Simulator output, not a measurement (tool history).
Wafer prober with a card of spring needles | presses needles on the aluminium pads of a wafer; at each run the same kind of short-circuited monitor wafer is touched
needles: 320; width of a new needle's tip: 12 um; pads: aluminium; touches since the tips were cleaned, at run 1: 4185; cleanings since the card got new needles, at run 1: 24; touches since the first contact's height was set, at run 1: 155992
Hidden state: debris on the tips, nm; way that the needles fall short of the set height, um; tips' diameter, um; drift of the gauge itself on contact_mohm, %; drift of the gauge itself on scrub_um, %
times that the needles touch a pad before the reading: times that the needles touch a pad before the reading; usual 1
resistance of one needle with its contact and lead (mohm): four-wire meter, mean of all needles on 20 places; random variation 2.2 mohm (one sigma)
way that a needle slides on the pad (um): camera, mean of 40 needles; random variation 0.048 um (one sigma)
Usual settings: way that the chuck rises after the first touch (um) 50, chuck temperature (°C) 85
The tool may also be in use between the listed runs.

| run | hour | way that the chuck rises after the first touch (um) | chuck temperature (°C) | times that the needles touch a pad before the reading | touches since the tips were cleaned | cleanings since the card got new needles | touches since the first contact's height was set | resistance of one needle with its contact and lead (mohm) | way that a needle slides on the pad (um) |
|---|---|---|---|---|---|---|---|---|---|
| 1 | 0 | 50 | 85 | 1 | 4185 | 24 | 155992 | 254 | 13.05 |
|  | 6 | tips cleaned on abrasive film |
| 2 | 9.4 | 50 | 85 | 1 | 716 | 25 | 157950 | 250 | 13.08 |
| 3 | 19.2 | 50 | 85 | 1 | 2790 | 25 | 160024 | 252 | 13.05 |
|  | 31.4 | tips cleaned on abrasive film |
| 4 | 31.4 | 50 | 85 | 1 | 0 | 26 | 162584 | 247 | 13.04 |
| 5 | 53.3 | 50 | 45 | 1 | 4636 | 26 | 167220 | 243 | 13.03 |
|  | 56.8 | tips cleaned on abrasive film |
| 6 | 69.1 | 50 | 108 | 1 | 2599 | 27 | 170527 | 258 | 13.06 |
| 7 | 80.5 | 50 | 108 | 1 | 5017 | 27 | 172945 | 256 | 13.04 |
|  | 82.3 | tips cleaned on abrasive film |
| 8 | 101.5 | 50 | 108 | 1 | 4056 | 28 | 177349 | 258 | 12.96 |
|  | 108.2 | tips cleaned on abrasive film |
| 9 | 121.6 | 50 | 43 | 1 | 2844 | 29 | 181587 | 240 | 13.05 |
|  | 133.4 | tips cleaned on abrasive film |
| 10 | 140.1 | 50 | 85 | 2 | 1431 | 30 | 185478 | 251 | 13.05 |
|  | 157 | height of the first contact set anew |
|  | 158.7 | tips cleaned on abrasive film |
| 11 | 160.5 | 32 | 83 | 2 | 395 | 31 | 732 | 259 | 8.41 |
| 12 | 182.6 | 37 | 115 | 2 | 5061 | 31 | 5398 | 262 | 9.73 |
|  | 184 | tips cleaned on abrasive film |
| 13 | 199.2 | 37 | 115 | 2 | 3193 | 32 | 8874 | 261 | 9.68 |
|  | 209.4 | tips cleaned on abrasive film |
| 14 | 209.4 | 63 | 85 | 2 | 0 | 33 | 11022 | 252 | 16.42 |
| 15 | 223.8 | 37 | 85 | 1 | 3040 | 33 | 14062 | 252 | 9.65 |
|  | 235.3 | tips cleaned on abrasive film |
| 16 | 242.3 | 36 | 26 | 1 | 1479 | 34 | 17945 | 239 | 9.4 |
| 17 | 254.1 | 50 | 85 | 1 | 3971 | 34 | 20437 | 252 | 13.08 |
|  | 261.1 | tips cleaned on abrasive film |
| 18 | 273.3 | 50 | 85 | 1 | 2583 | 35 | 24478 | 247 | 13.06 |
| 19 | 285.7 | 50 | 51 | 1 | 5211 | 35 | 27106 | 245 | 13.07 |

5 ways to go on from here, each from the tool as it stands after run 19. What would each give?
|  | 287.5 | tips cleaned on abrasive film |
| A | 300.9 | 50 | 51 | 1 | 2824 | 36 | 30292 | ? | ? |
|  | 287.5 | tips cleaned on abrasive film |
| B | 300.9 | 33 | 70 | 1 | 2824 | 36 | 30292 | ? | ? |
|  | 287.5 | tips cleaned on abrasive film |
| C | 300.9 | 50 | 51 | 1 | 2824 | 36 | 30292 | ? | ? |
|  | 287.5 | tips cleaned on abrasive film |
| D | 300.9 | 50 | 85 | 2 | 2824 | 36 | 30292 | ? | ? |
|  | 287.5 | tips cleaned on abrasive film |
| E | 300.9 | 50 | 40 | 1 | 2824 | 36 | 30292 | ? | ? |

| run | resistance of one needle with its contact and lead (mohm) | way that a needle slides on the pad (um) |
|---|---|---|
| A | 240 | 13.08 |
| B | 250 | 8.68 |
| C | 241 | 13.09 |
| D | 249 | 13.08 |
| E | 237 | 13.15 |
Without the tool's hidden state the same runs would have given:
| run | resistance of one needle with its contact and lead (mohm) | way that a needle slides on the pad (um) |
|---|---|---|
| A | 240 | 13.08 |
| B | 249 | 8.68 |
| C | 241 | 13.09 |
| D | 249 | 13.08 |
| E | 237 | 13.15 |
